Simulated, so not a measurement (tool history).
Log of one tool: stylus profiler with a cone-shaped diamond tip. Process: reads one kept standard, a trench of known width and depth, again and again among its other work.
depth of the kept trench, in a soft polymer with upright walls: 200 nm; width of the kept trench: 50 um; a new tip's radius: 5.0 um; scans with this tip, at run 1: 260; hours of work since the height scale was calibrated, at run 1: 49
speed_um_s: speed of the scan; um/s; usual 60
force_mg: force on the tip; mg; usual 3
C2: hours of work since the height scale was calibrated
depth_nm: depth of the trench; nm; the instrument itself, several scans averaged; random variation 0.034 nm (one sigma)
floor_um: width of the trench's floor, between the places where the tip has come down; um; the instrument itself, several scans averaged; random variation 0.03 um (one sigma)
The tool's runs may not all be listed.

Run 1, hour 0: usual settings; scans with this tip 260; C2 49. Result: depth_nm 203.78 nm, floor_um 46.98 um.
Run 2, hour 14: usual settings but speed_um_s 84 um/s; scans with this tip 313; C2 59. Result: depth_nm 203.8 nm, floor_um 46.94 um.
Run 3, hour 28.9: usual settings; scans with this tip 370; C2 70. Result: depth_nm 203.89 nm, floor_um 47.01 um.
Run 4, hour 47.9: usual settings; scans with this tip 441; C2 84. Result: depth_nm 203.84 nm, floor_um 46.98 um.
Run 5, hour 60.4: usual settings but force_mg 3.74 mg; scans with this tip 489; C2 93. Result: depth_nm 204.4 nm, floor_um 46.96 um.
Run 6, hour 68.5: usual settings but speed_um_s 59 um/s; scans with this tip 520; C2 98. Result: depth_nm 203.76 nm, floor_um 47.01 um.
Run 7, hour 76.5: usual settings but speed_um_s 59 um/s; scans with this tip 550; C2 104. Result: depth_nm 203.8 nm, floor_um 47.01 um.
Run 8, hour 89: usual settings but speed_um_s 152 um/s; scans with this tip 597; C2 113. Result: depth_nm 203.81 nm, floor_um 46.62 um.
Run 9, hour 98.4: usual settings but speed_um_s 205 um/s; scans with this tip 633; C2 120. Result: depth_nm 203.82 nm, floor_um 46.4 um.
Run 10, hour 114.8: usual settings but speed_um_s 205 um/s; scans with this tip 695; C2 132. Result: depth_nm 203.79 nm, floor_um 46.41 um.
Run 11, hour 131.1: usual settings but speed_um_s 205 um/s; scans with this tip 757; C2 143. Result: depth_nm 203.74 nm, floor_um 46.46 um.
Run 12, hour 145.2: usual settings but force_mg 3.42 mg; scans with this tip 810; C2 153. Result: depth_nm 204.21 nm, floor_um 47.01 um.
Run 13, hour 157.7: usual settings but force_mg 3.42 mg; scans with this tip 858; C2 162. Result: depth_nm 204.14 nm, floor_um 47.02 um.
Run 14, hour 166.3: usual settings; scans with this tip 890; C2 169. Result: depth_nm 203.8 nm, floor_um 46.97 um.
Run 15, hour 177.5: usual settings but speed_um_s 146 um/s, force_mg 1.89 mg; scans with this tip 933; C2 177. Result: depth_nm 202.77 nm, floor_um 46.47 um.
Run 16, hour 192.1: usual settings but speed_um_s 28 um/s; scans with this tip 988; C2 187. Result: depth_nm 203.83 nm, floor_um 47.05 um.
Run 17, hour 206.4: usual settings but speed_um_s 28 um/s; scans with this tip 1042; C2 197. Result: depth_nm 203.79 nm, floor_um 47.08 um.
Run 18, hour 221: usual settings but speed_um_s 172 um/s, force_mg 8.04 mg; scans with this tip 1098; C2 208. Result: depth_nm 207.37 nm, floor_um 46.82 um.
Run 19, hour 230.3: usual settings but speed_um_s 46 um/s, force_mg 4.21 mg; scans with this tip 1133; C2 215. Result: depth_nm 204.76 nm, floor_um 47.02 um.
Run 20, hour 249.5: usual settings but speed_um_s 46 um/s, force_mg 1.19 mg; scans with this tip 1206; C2 228. Result: depth_nm 202.08 nm, floor_um 46.99 um.
Run 21, hour 266.5: usual settings but force_mg 6.17 mg; scans with this tip 1270; C2 241. Result: depth_nm 206.2 nm, floor_um 47.01 um.
Run 22, hour 274.9: usual settings but speed_um_s 53 um/s, force_mg 1.85 mg; scans with this tip 1302; C2 247. Result: depth_nm 202.77 nm, floor_um 47.03 um.
Run 23, hour 288.3: usual settings but speed_um_s 26 um/s, force_mg 8.72 mg; scans with this tip 1353; C2 256. Result: depth_nm 207.8 nm, floor_um 47.17 um.
Run 24, hour 296.1: usual settings but speed_um_s 213 um/s, force_mg 2.54 mg; scans with this tip 1382; C2 262. Result: depth_nm 203.38 nm, floor_um 46.4 um.
Run 25, hour 304.9: usual settings but speed_um_s 213 um/s, force_mg 2.54 mg; scans with this tip 1416; C2 268. Result: depth_nm 203.42 nm, floor_um 46.37 um.
Run 26, hour 314.7: usual settings but speed_um_s 39 um/s, force_mg 4.23 mg; scans with this tip 1453; C2 275. Result: depth_nm 204.83 nm, floor_um 47.09 um.
Run 27, hour 330: usual settings but speed_um_s 223 um/s, force_mg 1.22 mg; scans with this tip 1511; C2 286. Result: depth_nm 202.04 nm, floor_um 45.88 um.

4 ways to go on from here, each from the tool as it stands after run 27. What would each give?
Run A, hour 343: usual settings but force_mg 5.21 mg; scans with this tip 1560; C2 295. Result: depth_nm ?, floor_um ?.
Run B, hour 343: usual settings but speed_um_s 223 um/s, force_mg 3.59 mg; scans with this tip 1560; C2 295. Result: depth_nm ?, floor_um ?.
Run C, hour 343: usual settings but speed_um_s 33 um/s, force_mg 1.09 mg; scans with this tip 1560; C2 295. Result: depth_nm ?, floor_um ?.
Run D, hour 343: usual settings but speed_um_s 170 um/s, force_mg 3.37 mg; scans with this tip 1560; C2 295. Result: depth_nm ?, floor_um ?.

run  depth_nm  floor_um
  A    205.48     47.04
  B    204.25     46.46
  C    201.96     47.02
  D    204.12     46.57
Without the tool's hidden state the same runs would have given:
run  depth_nm  floor_um
  A    205.47     47.04
  B    204.25     46.46
  C    201.96     47.02
  D    204.12     46.57

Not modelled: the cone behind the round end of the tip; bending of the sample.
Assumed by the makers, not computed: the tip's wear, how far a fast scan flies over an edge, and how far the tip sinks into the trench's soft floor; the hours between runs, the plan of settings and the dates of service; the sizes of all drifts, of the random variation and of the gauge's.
